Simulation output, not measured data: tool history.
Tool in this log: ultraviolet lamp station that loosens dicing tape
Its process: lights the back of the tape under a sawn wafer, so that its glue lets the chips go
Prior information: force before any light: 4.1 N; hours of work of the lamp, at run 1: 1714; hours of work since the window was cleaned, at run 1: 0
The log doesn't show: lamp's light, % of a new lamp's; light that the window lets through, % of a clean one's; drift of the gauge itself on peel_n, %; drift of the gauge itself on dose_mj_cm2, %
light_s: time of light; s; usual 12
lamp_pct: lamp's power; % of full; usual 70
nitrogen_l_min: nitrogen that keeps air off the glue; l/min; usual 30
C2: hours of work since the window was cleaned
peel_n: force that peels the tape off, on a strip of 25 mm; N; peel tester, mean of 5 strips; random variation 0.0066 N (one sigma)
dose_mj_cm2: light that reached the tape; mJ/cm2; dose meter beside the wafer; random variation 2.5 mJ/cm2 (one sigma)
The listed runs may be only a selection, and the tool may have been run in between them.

Run 1, hour 0.0: usual settings; hours of work of the lamp 1714; C2 0. Result: peel_n 0.225 N, dose_mj_cm2 296 mJ/cm2.
Run 2, hour 78.6: usual settings; hours of work of the lamp 1752; C2 38. Result: peel_n 0.218 N, dose_mj_cm2 302 mJ/cm2.
At hour 135.1: lamp changed.
Run 3, hour 135.1: usual settings; hours of work of the lamp 0; C2 65. Result: peel_n 0.230 N, dose_mj_cm2 295 mJ/cm2.
Run 4, hour 198.0: usual settings; hours of work of the lamp 30; C2 95. Result: peel_n 0.206 N, dose_mj_cm2 298 mJ/cm2.
Run 5, hour 278.2: usual settings but lamp_pct 97 % of full; hours of work of the lamp 69; C2 134. Result: peel_n 0.173 N, dose_mj_cm2 416 mJ/cm2.
Run 6, hour 360.4: usual settings but nitrogen_l_min 35 l/min; hours of work of the lamp 109; C2 174. Result: peel_n 0.204 N, dose_mj_cm2 299 mJ/cm2.
Run 7, hour 404.3: usual settings but nitrogen_l_min 35 l/min; hours of work of the lamp 130; C2 195. Result: peel_n 0.196 N, dose_mj_cm2 301 mJ/cm2.
Run 8, hour 460.2: usual settings but light_s 18 s, nitrogen_l_min 38 l/min; hours of work of the lamp 157; C2 222. Result: peel_n 0.169 N, dose_mj_cm2 448 mJ/cm2.
Run 9, hour 521.6: usual settings but light_s 17 s, lamp_pct 77 % of full, nitrogen_l_min 32 l/min; hours of work of the lamp 187; C2 252. Result: peel_n 0.173 N, dose_mj_cm2 467 mJ/cm2.
Run 10, hour 578.7: usual settings but lamp_pct 62 % of full, nitrogen_l_min 11 l/min; hours of work of the lamp 214; C2 279. Result: peel_n 0.462 N, dose_mj_cm2 261 mJ/cm2.

Forecast run 11:
At hour 612.0: window cleaned of glue's vapour.
Run 11, hour 619.9: usual settings but light_s 7 s, lamp_pct 62 % of full, nitrogen_l_min 32 l/min; hours of work of the lamp 234; C2 4. Result: peel_n ?, dose_mj_cm2 ?.

{"run 11": {"peel_n": 0.578, "dose_mj_cm2": 152}}
With the hidden condition absent and the run-to-run variation left alone, this run would have shown peel_n 0.577 N, dose_mj_cm2 152 mJ/cm2.
